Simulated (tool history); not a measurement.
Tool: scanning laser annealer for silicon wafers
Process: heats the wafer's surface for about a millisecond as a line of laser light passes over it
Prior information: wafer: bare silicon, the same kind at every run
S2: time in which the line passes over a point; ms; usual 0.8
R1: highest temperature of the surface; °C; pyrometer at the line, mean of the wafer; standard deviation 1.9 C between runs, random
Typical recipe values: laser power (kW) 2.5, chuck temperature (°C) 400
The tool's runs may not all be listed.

{"run": 1, "hour": 0.0, "laser power (kW)": 2.5, "S2": 0.8, "chuck temperature (°C)": 400, "R1": 1144}
{"run": 2, "hour": 23.3, "laser power (kW)": 2.5, "S2": 0.8, "chuck temperature (°C)": 400, "R1": 1144}
{"run": 3, "hour": 36.6, "laser power (kW)": 2.407, "S2": 0.8, "chuck temperature (°C)": 400, "R1": 1114}
{"run": 4, "hour": 51.1, "laser power (kW)": 2.407, "S2": 0.815, "chuck temperature (°C)": 400, "R1": 1119}
{"run": 5, "hour": 78.0, "laser power (kW)": 2.407, "S2": 0.815, "chuck temperature (°C)": 400, "R1": 1116}
{"run": 6, "hour": 93.8, "laser power (kW)": 2.407, "S2": 0.815, "chuck temperature (°C)": 400, "R1": 1117}
{"run": 7, "hour": 112.1, "laser power (kW)": 2.407, "S2": 0.815, "chuck temperature (°C)": 400, "R1": 1115}
{"run": 8, "hour": 135.4, "laser power (kW)": 2.407, "S2": 0.815, "chuck temperature (°C)": 400, "R1": 1113}
{"run": 9, "hour": 147.5, "laser power (kW)": 2.5, "S2": 0.8, "chuck temperature (°C)": 400, "R1": 1143}
{"run": 10, "hour": 159.5, "laser power (kW)": 2.322, "S2": 0.847, "chuck temperature (°C)": 397, "R1": 1095}
{"hour": 164.6, "done": "laser's power meter calibrated"}
{"run": 11, "hour": 186.6, "laser power (kW)": 2.5, "S2": 0.681, "chuck temperature (°C)": 400, "R1": 1087}
{"run": 12, "hour": 200.2, "laser power (kW)": 2.5, "S2": 0.795, "chuck temperature (°C)": 400, "R1": 1140}
{"run": 13, "hour": 223.8, "laser power (kW)": 2.5, "S2": 0.795, "chuck temperature (°C)": 400, "R1": 1137}
{"run": 14, "hour": 251.5, "laser power (kW)": 2.5, "S2": 0.795, "chuck temperature (°C)": 400, "R1": 1135}
{"run": 15, "hour": 271.0, "laser power (kW)": 2.547, "S2": 0.8, "chuck temperature (°C)": 400, "R1": 1156}
{"run": 16, "hour": 283.7, "laser power (kW)": 2.364, "S2": 0.821, "chuck temperature (°C)": 433, "R1": 1137}
{"run": 17, "hour": 308.9, "laser power (kW)": 2.5, "S2": 0.59, "chuck temperature (°C)": 413, "R1": 1059}

Alternative continuations, all from the tool just after run 17; predict every row:
{"hour": 320.4, "done": "optics aligned, line set to its width"}
{"hour": 332.9, "done": "laser's power meter calibrated, once more"}
{"run": "A", "hour": 333.5, "laser power (kW)": 2.132, "S2": 0.898, "chuck temperature (°C)": 397, "R1": "?"}
{"hour": 320.4, "done": "optics aligned, line set to its width"}
{"hour": 332.9, "done": "laser's power meter calibrated, once more"}
{"run": "B", "hour": 333.5, "laser power (kW)": 2.5, "S2": 0.755, "chuck temperature (°C)": 413, "R1": "?"}
{"hour": 320.4, "done": "optics aligned, line set to its width"}
{"hour": 332.9, "done": "laser's power meter calibrated, once more"}
{"run": "C", "hour": 333.5, "laser power (kW)": 2.5, "S2": 0.797, "chuck temperature (°C)": 413, "R1": "?"}

run=A R1=1039
run=B R1=1129
run=C R1=1143
Take away the tool's hidden state, keep each run's random variation, and the runs would have read:
run=A R1=1069
run=B R1=1162
run=C R1=1178
